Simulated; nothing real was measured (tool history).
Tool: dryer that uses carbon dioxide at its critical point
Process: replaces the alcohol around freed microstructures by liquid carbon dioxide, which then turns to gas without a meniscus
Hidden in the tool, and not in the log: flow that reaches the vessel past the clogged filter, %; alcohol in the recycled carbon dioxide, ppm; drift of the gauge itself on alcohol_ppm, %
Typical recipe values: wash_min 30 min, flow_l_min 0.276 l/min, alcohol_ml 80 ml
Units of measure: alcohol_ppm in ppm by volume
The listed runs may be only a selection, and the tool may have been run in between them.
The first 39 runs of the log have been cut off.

run   hour  wash_min  flow_l_min  alcohol_ml  hours of work since the filter was changed  hours of work since the purifier's bed was changed  alcohol_ppm
 40  692.6        30       0.398          44                                          66                                                  37           13
 41    707        30       0.398          44                                          73                                                  44           22
 42  717.6        30       0.398          44                                          79                                                  49           12
 43  727.5        30       0.398          44                                          84                                                  54           16
 44  744.1        30       0.398          44                                          92                                                  63           11
 45  765.4        30       0.398          44                                         103                                                  73           25
 46  779.6        46       0.242          44                                         110                                                  80           25
 47  791.4        28       0.172          84                                         116                                                  86         2074
 48  801.3        28       0.172          84                                         121                                                  91         2146

What if the next run were any one of these 3? Each begins from the tool's condition after run 48:
  A  813.7        26       0.207          84                                         127                                                  98            ?
  B  813.7        31       0.235         117                                         127                                                  98            ?
  C  813.7        39       0.257          93                                         127                                                  98            ?

run  alcohol_ppm
  A         1407
  B          484
  C           65
Take away the tool's hidden state, keep each run's random variation, and the runs would have read:
run  alcohol_ppm
  A         1094
  B          343
  C           32
